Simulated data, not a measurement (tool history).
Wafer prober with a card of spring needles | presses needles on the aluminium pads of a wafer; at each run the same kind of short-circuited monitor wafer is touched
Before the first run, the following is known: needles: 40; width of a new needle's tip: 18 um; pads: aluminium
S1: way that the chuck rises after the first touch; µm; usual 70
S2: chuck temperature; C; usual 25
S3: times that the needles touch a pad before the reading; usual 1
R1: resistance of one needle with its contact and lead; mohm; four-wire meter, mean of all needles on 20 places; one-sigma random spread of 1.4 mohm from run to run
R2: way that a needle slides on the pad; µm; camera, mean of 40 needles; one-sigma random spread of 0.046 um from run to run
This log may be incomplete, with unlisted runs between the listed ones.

run,hour,S1,S2,S3,R1,R2
1,0,70,25,1,263,12.98
# hour 1.9: tips cleaned on abrasive film
# hour 5.7: tips cleaned on abrasive film
# hour 9.5: tips cleaned on abrasive film
# hour 13.3: tips cleaned on abrasive film
# hour 17.1: tips cleaned on abrasive film
# hour 21.8: tips cleaned on abrasive film
# hour 25.6: tips cleaned on abrasive film
2,29.1,60,25,1,389,10.95
# hour 30.1: tips cleaned on abrasive film
# hour 33.9: tips cleaned on abrasive film
# hour 37.7: tips cleaned on abrasive film
# hour 41.5: tips cleaned on abrasive film
# hour 45.3: tips cleaned on abrasive film
# hour 49.1: tips cleaned on abrasive film
# hour 52.9: tips cleaned on abrasive film
# hour 56.6: tips cleaned on abrasive film
# hour 60.4: tips cleaned on abrasive film
# hour 64.2: tips cleaned on abrasive film
# hour 68: tips cleaned on abrasive film
# hour 72.7: tips cleaned on abrasive film
3,73.8,60,25,1,252,10.63
# hour 76.7: tips cleaned on abrasive film
# hour 80.5: tips cleaned on abrasive film
# hour 84.3: tips cleaned on abrasive film
# hour 88: tips cleaned on abrasive film
# hour 91.8: tips cleaned on abrasive film
# hour 95.6: tips cleaned on abrasive film
# hour 98.7: height of the first contact set anew
# hour 100.6: tips cleaned on abrasive film
# hour 104.4: tips cleaned on abrasive film
# hour 108.2: tips cleaned on abrasive film
# hour 112.9: tips cleaned on abrasive film
# hour 116.7: tips cleaned on abrasive film
4,120.2,60,116,1,382,11.42
# hour 121.2: tips cleaned on abrasive film
# hour 125: tips cleaned on abrasive film
# hour 128.8: tips cleaned on abrasive film
# hour 133.5: tips cleaned on abrasive film
# hour 137.3: tips cleaned on abrasive film
# hour 141.1: tips cleaned on abrasive film
# hour 144.8: tips cleaned on abrasive film
# hour 148.6: tips cleaned on abrasive film
# hour 152.4: tips cleaned on abrasive film
# hour 156.2: tips cleaned on abrasive film
# hour 160.9: tips cleaned on abrasive film
# hour 165.6: tips cleaned on abrasive film
# hour 169.4: tips cleaned on abrasive film
5,172.8,60,116,1,420,11.14
# hour 173.8: tips cleaned on abrasive film
# hour 177.6: tips cleaned on abrasive film
# hour 182.3: tips cleaned on abrasive film
# hour 187: tips cleaned on abrasive film
# hour 191.7: tips cleaned on abrasive film
# hour 195.5: tips cleaned on abrasive film
# hour 199.3: tips cleaned on abrasive film
# hour 203.1: tips cleaned on abrasive film
# hour 207.8: tips cleaned on abrasive film
# hour 212.5: tips cleaned on abrasive film
# hour 217.2: tips cleaned on abrasive film
# hour 221: tips cleaned on abrasive film
# hour 224.8: tips cleaned on abrasive film
# hour 228.6: tips cleaned on abrasive film
6,230.8,60,68,1,370,10.89
# hour 232.7: tips cleaned on abrasive film
# hour 236.5: tips cleaned on abrasive film
# hour 240.3: tips cleaned on abrasive film
# hour 244.1: tips cleaned on abrasive film
# hour 247.9: tips cleaned on abrasive film
# hour 251.6: tips cleaned on abrasive film
# hour 255.4: tips cleaned on abrasive film
# hour 259.2: tips cleaned on abrasive film
# hour 263: tips cleaned on abrasive film
# hour 266.8: tips cleaned on abrasive film
# hour 270.6: tips cleaned on abrasive film
7,273.4,60,68,1,424,10.56
# hour 274.4: tips cleaned on abrasive film
# hour 278.2: tips cleaned on abrasive film
# hour 282: tips cleaned on abrasive film
# hour 286.7: tips cleaned on abrasive film
# hour 291.4: tips cleaned on abrasive film
# hour 293.6: height of the first contact set anew
# hour 295.5: tips cleaned on abrasive film
# hour 299.3: tips cleaned on abrasive film
# hour 303.1: tips cleaned on abrasive film
# hour 306.9: tips cleaned on abrasive film
# hour 310.6: tips cleaned on abrasive film
8,313.9,60,68,1,419,11.46
# hour 314.9: tips cleaned on abrasive film
# hour 319.6: tips cleaned on abrasive film
# hour 323.4: tips cleaned on abrasive film
# hour 327.2: tips cleaned on abrasive film
# hour 331: tips cleaned on abrasive film
# hour 343: card fitted with new needles
# hour 346.8: tips cleaned on abrasive film
# hour 350.6: tips cleaned on abrasive film
# hour 354.3: tips cleaned on abrasive film
# hour 358.1: tips cleaned on abrasive film
# hour 362.1: tips cleaned on abrasive film
9,362.1,60,68,1,147,11.45
# hour 365.9: tips cleaned on abrasive film
# hour 369.7: tips cleaned on abrasive film
# hour 374.4: tips cleaned on abrasive film
# hour 379.1: tips cleaned on abrasive film
# hour 382.9: tips cleaned on abrasive film
# hour 386.7: tips cleaned on abrasive film
# hour 390.4: tips cleaned on abrasive film
# hour 394.2: tips cleaned on abrasive film
# hour 398.9: tips cleaned on abrasive film
# hour 403.6: tips cleaned on abrasive film
# hour 408.3: tips cleaned on abrasive film
# hour 412.1: tips cleaned on abrasive film
# hour 415.9: tips cleaned on abrasive film
# hour 420.6: tips cleaned on abrasive film
10,423.7,69,25,1,229,12.95
# hour 424.7: tips cleaned on abrasive film
# hour 428.5: tips cleaned on abrasive film
# hour 432.2: tips cleaned on abrasive film
# hour 437: tips cleaned on abrasive film
# hour 441.7: tips cleaned on abrasive film
# hour 446.4: tips cleaned on abrasive film
# hour 450.1: tips cleaned on abrasive film
# hour 453.9: tips cleaned on abrasive film
# hour 457.7: tips cleaned on abrasive film
11,460.1,69,25,1,220,12.66
# hour 462.1: tips cleaned on abrasive film
# hour 465.9: tips cleaned on abrasive film
# hour 469.7: tips cleaned on abrasive film
# hour 473.4: tips cleaned on abrasive film
# hour 477.2: tips cleaned on abrasive film
# hour 481: tips cleaned on abrasive film
# hour 484.8: tips cleaned on abrasive film
# hour 488.6: tips cleaned on abrasive film
# hour 492.4: tips cleaned on abrasive film
# hour 496.1: tips cleaned on abrasive film
# hour 500.9: tips cleaned on abrasive film
# hour 505.6: tips cleaned on abrasive film
# hour 509.3: tips cleaned on abrasive film
# hour 513.1: tips cleaned on abrasive film
# hour 516.9: tips cleaned on abrasive film
# hour 520.7: tips cleaned on abrasive film
12,521.7,69,115,1,187,12.35
# hour 524.5: tips cleaned on abrasive film
# hour 528.3: tips cleaned on abrasive film
# hour 533: tips cleaned on abrasive film
# hour 536.8: tips cleaned on abrasive film
# hour 538: height of the first contact set anew
# hour 540.9: tips cleaned on abrasive film
# hour 544.7: tips cleaned on abrasive film
# hour 548.5: tips cleaned on abrasive film
# hour 552.3: tips cleaned on abrasive film
# hour 557: tips cleaned on abrasive film
# hour 561.7: tips cleaned on abrasive film
# hour 565.5: tips cleaned on abrasive film
# hour 570.2: tips cleaned on abrasive film
13,570.2,74,26,1,147,14.13
# hour 574: tips cleaned on abrasive film
# hour 577.8: tips cleaned on abrasive film
# hour 582.5: tips cleaned on abrasive film
# hour 586.2: tips cleaned on abrasive film
# hour 590: tips cleaned on abrasive film
# hour 593.8: tips cleaned on abrasive film
# hour 598.5: tips cleaned on abrasive film
# hour 603.2: tips cleaned on abrasive film
# hour 607: tips cleaned on abrasive film
# hour 611.7: tips cleaned on abrasive film
# hour 616.4: tips cleaned on abrasive film
14,618.4,74,26,1,208,13.76
# hour 620.4: tips cleaned on abrasive film
# hour 624.1: tips cleaned on abrasive film
# hour 628.8: tips cleaned on abrasive film
# hour 632.6: tips cleaned on abrasive film
# hour 636.4: tips cleaned on abrasive film
# hour 640.2: tips cleaned on abrasive film
# hour 644: tips cleaned on abrasive film
# hour 647.8: tips cleaned on abrasive film
# hour 651.6: tips cleaned on abrasive film
# hour 655.3: tips cleaned on abrasive film
# hour 659.1: tips cleaned on abrasive film
# hour 662.9: tips cleaned on abrasive film
# hour 666.7: tips cleaned on abrasive film
# hour 670.5: tips cleaned on abrasive film
# hour 675.2: tips cleaned on abrasive film
# hour 679: tips cleaned on abrasive film
# hour 682.8: tips cleaned on abrasive film
15,683.7,55,25,1,226,9.79

Each run again, without the hidden state but with its own random variation kept:
Hidden conditions of the tool in this case: debris on the tips, nm; way that the needles fall short of the set height, um; tips' diameter, um; drift of the gauge itself on contact_mohm, %; drift of the gauge itself on scrub_um, %.
run,R1,R2
1,129,13.48
2,130,11.61
3,132,11.57
4,146,11.55
5,146,11.55
6,140,11.62
7,142,11.55
8,138,11.57
9,138,11.56
10,131,13.38
11,131,13.31
12,146,13.34
13,131,14.31
14,130,14.17
15,135,10.6
